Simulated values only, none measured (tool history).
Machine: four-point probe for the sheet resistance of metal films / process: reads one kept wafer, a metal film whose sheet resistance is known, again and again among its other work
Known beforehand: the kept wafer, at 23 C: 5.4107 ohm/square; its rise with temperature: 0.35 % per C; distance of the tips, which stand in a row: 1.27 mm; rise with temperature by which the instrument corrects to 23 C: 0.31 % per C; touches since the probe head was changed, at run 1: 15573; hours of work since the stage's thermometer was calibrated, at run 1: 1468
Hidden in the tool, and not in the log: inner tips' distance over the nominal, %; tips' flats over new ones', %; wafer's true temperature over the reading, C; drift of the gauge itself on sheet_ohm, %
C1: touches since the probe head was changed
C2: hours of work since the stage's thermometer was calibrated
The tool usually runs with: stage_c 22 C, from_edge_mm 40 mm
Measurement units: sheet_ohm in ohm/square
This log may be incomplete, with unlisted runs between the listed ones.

Run 1, hour 0.0: usual settings; C1 15573; C2 1468. Result: sheet_ohm 5.409220 ohm/square.
Run 2, hour 78.8: usual settings; C1 16898; C2 1503. Result: sheet_ohm 5.411933 ohm/square.
Run 3, hour 136.3: usual settings; C1 17866; C2 1529. Result: sheet_ohm 5.411366 ohm/square.
Run 4, hour 199.6: usual settings; C1 18932; C2 1558. Result: sheet_ohm 5.409680 ohm/square.
Run 5, hour 266.4: usual settings; C1 20056; C2 1588. Result: sheet_ohm 5.411602 ohm/square.
Run 6, hour 322.5: usual settings; C1 21000; C2 1614. Result: sheet_ohm 5.410577 ohm/square.
Run 7, hour 370.1: usual settings; C1 21800; C2 1635. Result: sheet_ohm 5.409801 ohm/square.
Run 8, hour 446.7: usual settings but from_edge_mm 8 mm; C1 23090; C2 1670. Result: sheet_ohm 5.479062 ohm/square.
Run 9, hour 481.2: usual settings but from_edge_mm 8 mm; C1 23670; C2 1685. Result: sheet_ohm 5.478323 ohm/square.
Run 10, hour 551.0: usual settings but from_edge_mm 8 mm; C1 24845; C2 1717. Result: sheet_ohm 5.481338 ohm/square.
Run 11, hour 587.5: usual settings but stage_c 29 C, from_edge_mm 5 mm; C1 25459; C2 1733. Result: sheet_ohm 5.604453 ohm/square.
Run 12, hour 653.8: usual settings but stage_c 24 C, from_edge_mm 38 mm; C1 26575; C2 1763. Result: sheet_ohm 5.414058 ohm/square.
Run 13, hour 722.6: usual settings but stage_c 21 C, from_edge_mm 7 mm; C1 27733; C2 1795. Result: sheet_ohm 5.499920 ohm/square.
Run 14, hour 799.8: usual settings but stage_c 21 C, from_edge_mm 7 mm; C1 29031; C2 1830. Result: sheet_ohm 5.499422 ohm/square.
Run 15, hour 863.3: usual settings but stage_c 24 C, from_edge_mm 12 mm; C1 30099; C2 1858. Result: sheet_ohm 5.443593 ohm/square.
Run 16, hour 940.0: usual settings but stage_c 24 C, from_edge_mm 63 mm; C1 31392; C2 1893. Result: sheet_ohm 5.414154 ohm/square.
Run 17, hour 1005.9: usual settings but stage_c 25 C, from_edge_mm 51 mm; C1 32500; C2 1923. Result: sheet_ohm 5.414598 ohm/square.

Had the tool no unlogged condition, and each run kept its random variation, what would the results have been?
run  sheet_ohm
  1   5.409941
  2   5.412791
  3   5.412299
  4   5.410697
  5   5.412684
  6   5.411754
  7   5.411049
  8   5.480423
  9   5.479734
 10   5.482847
 11   5.606277
 12   5.415769
 13   5.501656
 14   5.501263
 15   5.445623
 16   5.416293
 17   5.416880
